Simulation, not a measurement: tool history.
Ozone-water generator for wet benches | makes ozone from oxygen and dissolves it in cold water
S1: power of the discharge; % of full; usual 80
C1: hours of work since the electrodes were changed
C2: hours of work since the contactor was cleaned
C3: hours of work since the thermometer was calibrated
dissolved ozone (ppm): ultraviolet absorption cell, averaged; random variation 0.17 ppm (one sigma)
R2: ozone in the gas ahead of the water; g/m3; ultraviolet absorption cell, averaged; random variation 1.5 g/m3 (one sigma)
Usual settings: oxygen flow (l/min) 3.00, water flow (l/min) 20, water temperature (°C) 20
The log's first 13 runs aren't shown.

Run 14, day 13.125: usual settings; C1 299; C2 4401; C3 2010. Result: dissolved ozone (ppm) 21.8, R2 287.8 g/m3.
Run 15, day 14.383: usual settings; C1 324; C2 4426; C3 2035. Result: dissolved ozone (ppm) 21.9, R2 287.7 g/m3.
Run 16, day 15.546: usual settings; C1 347; C2 4449; C3 2058. Result: dissolved ozone (ppm) 21.3, R2 286.6 g/m3.
Run 17, day 16.471: usual settings; C1 365; C2 4467; C3 2076. Result: dissolved ozone (ppm) 22.1, R2 287.0 g/m3.
Run 18, day 17.496: usual settings but water flow (l/min) 26; C1 386; C2 4488; C3 2097. Result: dissolved ozone (ppm) 16.8, R2 285.0 g/m3.
Run 19, day 18.833: usual settings but S1 64 % of full, oxygen flow (l/min) 4.45; C1 412; C2 4514; C3 2123. Result: dissolved ozone (ppm) 18.8, R2 190.5 g/m3.
Run 20, day 19.921: usual settings but S1 62 % of full, water temperature (°C) 22; C1 434; C2 4536; C3 2145. Result: dissolved ozone (ppm) 17.7, R2 229.0 g/m3.
Run 21, day 21.112: usual settings but S1 62 % of full, oxygen flow (l/min) 3.23, water temperature (°C) 17; C1 458; C2 4560; C3 2168. Result: dissolved ozone (ppm) 18.2, R2 221.0 g/m3.
Run 22, day 22.167: usual settings but S1 40 % of full, oxygen flow (l/min) 3.29, water flow (l/min) 15, water temperature (°C) 12; C1 479; C2 4581; C3 2189. Result: dissolved ozone (ppm) 18.1, R2 152.6 g/m3.
Run 23, day 22.796: usual settings but S1 40 % of full, oxygen flow (l/min) 3.13, water flow (l/min) 15, water temperature (°C) 12; C1 491; C2 4593; C3 2202. Result: dissolved ozone (ppm) 17.9, R2 156.8 g/m3.
Run 24, day 23.950: usual settings but water temperature (°C) 19; C1 514; C2 4616; C3 2225. Result: dissolved ozone (ppm) 22.3, R2 281.6 g/m3.
Run 25, day 24.688: usual settings but oxygen flow (l/min) 3.24, water temperature (°C) 16; C1 529; C2 4631; C3 2240. Result: dissolved ozone (ppm) 23.0, R2 272.0 g/m3.
Run 26, day 26.204: usual settings but oxygen flow (l/min) 3.24, water temperature (°C) 16; C1 559; C2 4661; C3 2270. Result: dissolved ozone (ppm) 23.0, R2 270.7 g/m3.
Run 27, day 27.717: usual settings but oxygen flow (l/min) 3.24, water temperature (°C) 16; C1 589; C2 4691; C3 2300. Result: dissolved ozone (ppm) 23.2, R2 272.4 g/m3.
Run 28, day 29.125: usual settings but S1 56 % of full, oxygen flow (l/min) 1.63, water flow (l/min) 13, water temperature (°C) 28; C1 617; C2 4719; C3 2328. Result: dissolved ozone (ppm) 21.1, R2 290.3 g/m3.
Run 29, day 30.279: usual settings but S1 99 % of full, oxygen flow (l/min) 2.75, water flow (l/min) 18, water temperature (°C) 13; C1 640; C2 4742; C3 2351. Result: dissolved ozone (ppm) 30.6, R2 351.6 g/m3.
Run 30, day 31.150: usual settings but oxygen flow (l/min) 3.34, water temperature (°C) 19; C1 657; C2 4759; C3 2368. Result: dissolved ozone (ppm) 22.6, R2 266.8 g/m3.
Run 31, day 31.783: usual settings but S1 65 % of full, water flow (l/min) 22; C1 670; C2 4772; C3 2381. Result: dissolved ozone (ppm) 16.9, R2 237.0 g/m3.
Run 32, day 33.296: usual settings but S1 65 % of full, water flow (l/min) 22; C1 700; C2 4802; C3 2411. Result: dissolved ozone (ppm) 17.1, R2 238.1 g/m3.
Run 33, day 34.338: usual settings but S1 41 % of full, oxygen flow (l/min) 5.07, water flow (l/min) 12, water temperature (°C) 19; C1 721; C2 4822; C3 2431. Result: dissolved ozone (ppm) 19.6, R2 123.2 g/m3.
Run 34, day 35.396: usual settings but S1 41 % of full, oxygen flow (l/min) 5.07, water flow (l/min) 12, water temperature (°C) 19; C1 742; C2 4844; C3 2452. Result: dissolved ozone (ppm) 19.5, R2 122.6 g/m3.

Forecast each of these 3 alternatives for the next run:
Run A, day 36.238: usual settings but water temperature (°C) 22; C1 758; C2 4860; C3 2469. Result: dissolved ozone (ppm) ?, R2 ?.
Run B, day 36.238: usual settings but S1 41 % of full, oxygen flow (l/min) 5.07, water flow (l/min) 12, water temperature (°C) 16; C1 758; C2 4860; C3 2469. Result: dissolved ozone (ppm) ?, R2 ?.
Run C, day 36.238: usual settings but water flow (l/min) 17; C1 758; C2 4860; C3 2469. Result: dissolved ozone (ppm) ?, R2 ?.

run  dissolved ozone (ppm)     R2
  A                   21.4  280.9
  B                   20.5  123.1
  C                   25.8  282.4
Without the tool's hidden state the same runs would have given:
run  dissolved ozone (ppm)     R2
  A                   21.4  287.7
  B                   20.5  126.1
  C                   25.8  289.3

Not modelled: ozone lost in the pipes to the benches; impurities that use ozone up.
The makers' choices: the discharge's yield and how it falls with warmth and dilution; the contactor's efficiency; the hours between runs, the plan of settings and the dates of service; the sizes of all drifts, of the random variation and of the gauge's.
